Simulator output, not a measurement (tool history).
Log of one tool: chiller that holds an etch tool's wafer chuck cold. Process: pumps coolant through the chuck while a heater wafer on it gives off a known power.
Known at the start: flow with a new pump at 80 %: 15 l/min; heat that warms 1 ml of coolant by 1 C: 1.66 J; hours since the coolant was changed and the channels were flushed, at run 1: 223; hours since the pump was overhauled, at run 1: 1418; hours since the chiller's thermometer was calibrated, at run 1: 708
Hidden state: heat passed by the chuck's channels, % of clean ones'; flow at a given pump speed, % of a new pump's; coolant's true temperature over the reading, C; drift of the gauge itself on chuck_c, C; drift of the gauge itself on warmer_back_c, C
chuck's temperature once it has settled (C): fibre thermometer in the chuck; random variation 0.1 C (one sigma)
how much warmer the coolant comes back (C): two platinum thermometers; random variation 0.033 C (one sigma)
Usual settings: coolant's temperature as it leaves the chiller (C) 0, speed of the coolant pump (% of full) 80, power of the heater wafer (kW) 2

run   hour  coolant's temperature as it leaves the chiller (C)  speed of the coolant pump (% of full)  power of the heater wafer (kW)  hours since the coolant was changed and the channels were flushed  hours since the pump was overhauled  hours since the chiller's thermometer was calibrated  chuck's temperature once it has settled (C)  how much warmer the coolant comes back (C)
  1      0                                                   0                                     80                               2                                                                223                                 1418                                                   708                                         13.1                                        4.92
  2   39.2                                                   0                                     80                               2                                                                263                                 1457                                                   747                                         13.1                                        4.99
  3   56.5                                                   0                                     80                               2                                                                280                                 1474                                                   764                                         13.3                                        4.98
  4   91.3                                                   0                                     80                               2                                                                315                                 1509                                                   799                                           13                                        4.93
  5  124.1                                                   0                                     80                               2                                                                348                                 1542                                                   832                                         13.4                                           5
  6  161.2                                                   0                                     80                               2                                                                385                                 1579                                                   869                                         13.2                                        4.97
  7  201.1                                                   0                                     80                               2                                                                425                                 1619                                                   909                                         13.1                                        4.96
  8  241.4                                                   0                                     80                           1.002                                                                465                                 1659                                                   949                                          6.4                                        2.45
  9  261.7                                                   0                                     80                               2                                                                485                                 1679                                                   969                                         13.3                                        4.93
 10  278.7                                                   0                                     99                               2                                                                502                                 1696                                                   986                                         10.9                                        3.91
 11  317.4                                                   0                                     99                               2                                                                541                                 1735                                                  1025                                         10.8                                        3.93
 12    348                                                   0                                     99                               2                                                                572                                 1766                                                  1056                                           11                                        3.92
 13  389.3                                                   0                                     99                               2                                                                613                                 1807                                                  1097                                         11.1                                        3.91
 14  418.2                                                   0                                     99                               2                                                                642                                 1836                                                  1126                                           11                                        3.85
 15  448.2                                                   0                                     99                               2                                                                672                                 1866                                                  1156                                           11                                        3.87
 16  481.9                                                   0                                     80                               2                                                                705                                 1899                                                  1189                                         13.4                                        4.99
 17  501.6                                                   0                                     85                           1.825                                                                725                                 1919                                                  1209                                         11.6                                        4.26
 18  523.4                                                   4                                     69                           2.861                                                                747                                 1941                                                  1231                                           26                                        8.42
 19  554.8                                                   5                                     77                           1.501                                                                778                                 1972                                                  1262                                         15.6                                        3.88
 20    577                                                   5                                     77                           1.016                                                                800                                 1995                                                  1285                                         11.9                                         2.6
 21    603                                                   5                                     77                           1.016                                                                826                                 2021                                                  1311                                           12                                        2.59
 22  623.5                                                   5                                     77                           1.016                                                                847                                 2041                                                  1331                                           12                                        2.61
     630.4  -- coolant pump overhauled
 23  645.4                                                   5                                     67                           2.544                                                                864                                   15                                                  1348                                         25.6                                         7.9
 24  686.5                                                   5                                     67                           2.544                                                                905                                   56                                                  1389                                         25.7                                        7.93
 25  727.6                                                   5                                     73                           2.143                                                                946                                   97                                                  1430                                           21                                           6
 26  750.3                                                  -8                                     87                           1.635                                                                969                                  120                                                  1453                                          2.4                                        3.74
 27    771                                                  -2                                     96                               2                                                                989                                  141                                                  1474                                          9.6                                         4.2
 28  794.8                                                   0                                     80                           2.447                                                               1013                                  164                                                  1497                                           17                                        6.14
 29  818.7                                                   0                                     78                           2.508                                                               1037                                  188                                                  1521                                         17.7                                        6.56
 30  839.3                                                  10                                     78                           1.234                                                               1058                                  209                                                  1542                                         18.7                                        3.29
     858.8  -- coolant pump overhauled, once more
 31    879                                                 -10                                     67                           1.567                                                               1092                                   20                                                  1576                                          1.9                                        4.61

5 ways to go on from here, each from the tool as it stands after run 31. What would each give?
  A  904.7                                                 -10                                     67                           1.769                                                               1118                                   46                                                  1602                                            ?                                           ?
  B  904.7                                                   7                                     72                           2.577                                                               1118                                   46                                                  1602                                            ?                                           ?
  C  904.7                                                 -10                                     74                           1.271                                                               1118                                   46                                                  1602                                            ?                                           ?
  D  904.7                                                   6                                     86                           1.017                                                               1118                                   46                                                  1602                                            ?                                           ?
  E  904.7                                                  -9                                     87                           1.653                                                               1118                                   46                                                  1602                                            ?                                           ?

run  chuck's temperature once it has settled (C)  how much warmer the coolant comes back (C)
  A                                          3.7                                        5.21
  B                                           26                                        7.05
  C                                         -1.1                                         3.3
  D                                         11.9                                        2.32
  E                                            1                                        3.62
Without the tool's hidden state the same runs would have given:
run  chuck's temperature once it has settled (C)  how much warmer the coolant comes back (C)
  A                                          3.3                                        5.23
  B                                         25.3                                        7.08
  C                                         -1.2                                        3.31
  D                                         11.9                                        2.33
  E                                          0.8                                        3.63
